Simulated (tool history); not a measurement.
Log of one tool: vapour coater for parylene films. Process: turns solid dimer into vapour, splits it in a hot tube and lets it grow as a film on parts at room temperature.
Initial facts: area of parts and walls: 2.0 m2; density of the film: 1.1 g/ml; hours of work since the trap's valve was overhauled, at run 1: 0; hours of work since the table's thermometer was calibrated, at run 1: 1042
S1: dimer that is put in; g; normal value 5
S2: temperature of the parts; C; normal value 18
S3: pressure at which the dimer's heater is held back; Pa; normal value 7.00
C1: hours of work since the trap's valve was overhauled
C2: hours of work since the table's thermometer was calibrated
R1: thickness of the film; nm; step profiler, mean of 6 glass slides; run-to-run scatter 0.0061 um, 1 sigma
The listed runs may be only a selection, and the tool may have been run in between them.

run,day,S1,S2,S3,C1,C2,R1
1,0.000,5,18,7.00,0,1042,1100
2,1.821,5,18,7.00,26,1067,1100
3,3.650,5,18,7.00,51,1093,1116
4,6.825,5,18,7.00,96,1138,1091
5,8.700,5,18,7.00,122,1164,1101
6,11.125,5,18,7.00,156,1198,1116
7,13.625,5,18,7.00,192,1233,1104
8,15.371,6,18,7.13,216,1258,1319
9,17.829,9,18,7.00,251,1292,2002
10,20.225,5,17,6.61,284,1326,1147
11,21.542,5,17,6.61,303,1345,1153
12,23.900,5,17,6.61,336,1378,1164
# day 24.529: trap's valve overhauled
13,25.479,5,17,6.61,13,1398,1157
14,28.083,5,17,6.61,50,1434,1147

For some of the steps in R1 from one run to the next: how much would appear even if the tool had no hidden state, given the settings, what came in and random variation, and how much remains for the hidden state plus any gauge scatter that the measured result and the result without hidden state don't share?
Hidden state present: vapour lost through the trap's worn valve, %; true temperature of the parts over the reading, C; drift of the gauge itself on film_um, %.
Run 8 -> 9: S1 6 -> 9, S3 7.13 -> 7.00. R1 +683 nm: hidden state +5, all else +678.
Run 9 -> 10: S1 9 -> 5, S2 18 -> 17, S3 7.00 -> 6.61. R1 -855 nm: hidden state -5, all else -850.
